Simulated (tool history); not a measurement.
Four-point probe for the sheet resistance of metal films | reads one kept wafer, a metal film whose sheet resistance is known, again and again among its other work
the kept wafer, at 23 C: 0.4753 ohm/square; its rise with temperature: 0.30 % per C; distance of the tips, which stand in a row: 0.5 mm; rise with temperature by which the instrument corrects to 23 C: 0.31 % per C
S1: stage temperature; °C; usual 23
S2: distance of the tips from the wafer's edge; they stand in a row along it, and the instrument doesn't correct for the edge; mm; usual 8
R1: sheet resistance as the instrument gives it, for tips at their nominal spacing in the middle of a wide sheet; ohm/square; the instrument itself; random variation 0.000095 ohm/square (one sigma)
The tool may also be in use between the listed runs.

run     day  S1  S2        R1
  1   0.000  23   8  0.476499
  2   0.567  23   8  0.476392
  3   1.496  23   8  0.476443
  4   2.312  23   8  0.476453
  5   3.117  23   8  0.476542
  6   3.783  23   8  0.476485
  7   4.258  23   4  0.479635
  8   5.100  23   4  0.479562
  9   5.696  23   4  0.479527
 10   6.458  23  10  0.476288
 11   7.125  23  15  0.475858
 12   7.708  23  15  0.475922
 13   8.483  23   5  0.478008
 14   9.092  23   8  0.476541
 15   9.558  23  30  0.475743
 16  10.200  23  30  0.475527
 17  10.804  23   8  0.476371
 18  11.725  23   8  0.476753
 19  12.196  23  23  0.475726
 20  12.750  35  10  0.475795
 21  13.342  19  46  0.475798
 22  14.271  19  46  0.475817
 23  15.029  21  49  0.475146
 24  15.583  30   6  0.476714
 25  16.446  22  10  0.475767
 26  17.217  22  10  0.475732
 27  18.008  22  10  0.475748
 28  18.433  23  31  0.474962
 29  19.308  19  31  0.475275
 30  19.921  28  13  0.475181
 31  20.496  29   4  0.478678
 32  21.075  29   4  0.478797
 33  21.692  30  41  0.474599
 34  22.079  25   9  0.475844

Not shown: 2 entries that the log had between the listed runs. Between which runs, and how does the tool's hidden state differ before and after?
Between runs 17 and 18: stage's thermometer calibrated (day 10.908)
  inner tips' distance over the nominal, %: -0.027 -> -0.03; wafer's true temperature over the reading, C: 0.2 -> 0.34
  measured less the result without the state, R1: +0.000146 -> +0.000334 ohm/square
Between runs 22 and 23: stage's thermometer calibrated, once more (day 14.375)
  inner tips' distance over the nominal, %: -0.037 -> -0.039; wafer's true temperature over the reading, C: 0.35 -> -0.02
  measured less the result without the state, R1: +0.000312 -> -0.000231 ohm/square
